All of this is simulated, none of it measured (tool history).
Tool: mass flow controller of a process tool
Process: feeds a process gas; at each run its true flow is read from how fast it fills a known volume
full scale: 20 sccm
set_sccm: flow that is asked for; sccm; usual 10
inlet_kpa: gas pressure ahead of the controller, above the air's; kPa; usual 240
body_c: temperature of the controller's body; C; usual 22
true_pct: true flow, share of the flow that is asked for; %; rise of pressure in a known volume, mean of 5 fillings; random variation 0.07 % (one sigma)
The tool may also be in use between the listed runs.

run	hour	set_sccm	inlet_kpa	body_c	true_pct
1	0.0	10	240	22	99.07
2	101.1	10	240	22	99.09
3	178.0	10	240	22	99.01
4	265.4	10	240	22	98.89
5	359.9	10	240	27	98.37
6	430.0	10	240	27	98.50
7	512.8	10	240	27	98.27
8	587.7	10	240	34	97.83
9	722.6	4	152	33	97.88
10	845.7	4	152	33	97.70
11	932.7	7	159	23	98.59
12	1001.6	5	275	23	97.64
13	1119.7	5	169	23	98.17

Forecast each of these 4 alternatives for the next run:
A	1210.4	7	240	26	?
B	1210.4	5	169	37	?
C	1210.4	10	240	28	?
D	1210.4	2	207	24	?

run	true_pct
A	97.57
B	96.97
C	97.72
D	97.53
Without the tool's hidden state the same runs would have given:
run	true_pct
A	98.65
B	98.05
C	98.79
D	98.65
